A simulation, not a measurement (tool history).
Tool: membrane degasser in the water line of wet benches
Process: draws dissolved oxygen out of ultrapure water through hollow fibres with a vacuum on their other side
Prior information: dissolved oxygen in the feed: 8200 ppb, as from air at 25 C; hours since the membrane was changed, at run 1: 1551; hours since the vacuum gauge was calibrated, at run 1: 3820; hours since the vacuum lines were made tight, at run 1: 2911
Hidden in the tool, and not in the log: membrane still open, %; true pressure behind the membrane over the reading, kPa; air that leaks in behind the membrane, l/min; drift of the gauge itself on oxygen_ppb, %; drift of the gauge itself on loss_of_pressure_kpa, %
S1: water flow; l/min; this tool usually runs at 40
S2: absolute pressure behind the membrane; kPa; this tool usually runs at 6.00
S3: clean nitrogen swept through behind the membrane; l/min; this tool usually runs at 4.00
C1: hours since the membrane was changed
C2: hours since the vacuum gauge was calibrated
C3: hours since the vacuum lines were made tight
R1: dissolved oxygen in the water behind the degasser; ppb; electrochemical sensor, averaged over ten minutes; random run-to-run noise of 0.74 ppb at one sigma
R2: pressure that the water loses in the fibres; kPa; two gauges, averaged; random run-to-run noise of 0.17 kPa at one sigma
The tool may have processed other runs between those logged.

run,hour,S1,S2,S3,C1,C2,C3,R1,R2
1,0.0,40,6.00,4.00,1551,3820,2911,70.7,27.08
2,70.6,40,6.00,4.00,1622,3890,2982,69.7,26.58
3,101.9,40,6.00,4.00,1653,3922,3013,71.3,26.77
4,168.7,40,6.00,4.00,1720,3989,3080,71.8,26.81
5,203.8,40,6.00,4.00,1755,4024,3115,70.0,26.78
6,264.2,40,6.00,4.00,1816,4084,3175,70.2,26.78
7,328.9,40,6.72,4.00,1880,4149,3240,88.6,26.68
8,372.0,40,6.72,4.00,1923,4192,3283,88.2,27.23
9,431.9,40,6.72,4.00,1983,4252,3343,86.9,26.80
10,475.4,53,6.00,4.00,2027,4295,3386,94.4,35.49
11,532.2,38,7.98,6.93,2083,4352,3443,64.9,25.68
12,582.8,38,7.98,6.93,2134,4403,3494,65.5,25.58
13,611.8,40,7.28,7.74,2163,4432,3523,54.0,26.97
14,665.5,40,7.28,7.74,2217,4485,3577,54.4,26.97
# hour 687.9: vacuum gauge calibrated
15,711.1,40,8.57,2.62,2262,23,3622,185.0,27.11
16,772.2,30,4.48,10.84,2323,84,3683,9.1,20.30
17,834.6,30,4.48,10.84,2385,147,3745,9.5,20.42
18,896.9,28,12.46,6.32,2448,209,3807,99.7,18.84
19,960.2,25,12.46,9.19,2511,272,3871,62.5,17.21

Alternative continuations, all from the tool just after run 19; predict every row:
A,1007.1,31,4.87,2.87,2558,319,3918,?,?
B,1007.1,37,9.21,3.26,2558,319,3918,?,?
C,1007.1,46,12.46,9.19,2558,319,3918,?,?
D,1007.1,61,3.98,2.55,2558,319,3918,?,?

run,R1,R2
A,43.3,21.20
B,160.4,24.90
C,119.6,31.03
D,55.3,41.09
With the hidden condition removed and each run's random variation left untouched, the same runs would have given:
run,R1,R2
A,42.5,20.90
B,159.0,24.55
C,118.4,30.60
D,53.0,40.52

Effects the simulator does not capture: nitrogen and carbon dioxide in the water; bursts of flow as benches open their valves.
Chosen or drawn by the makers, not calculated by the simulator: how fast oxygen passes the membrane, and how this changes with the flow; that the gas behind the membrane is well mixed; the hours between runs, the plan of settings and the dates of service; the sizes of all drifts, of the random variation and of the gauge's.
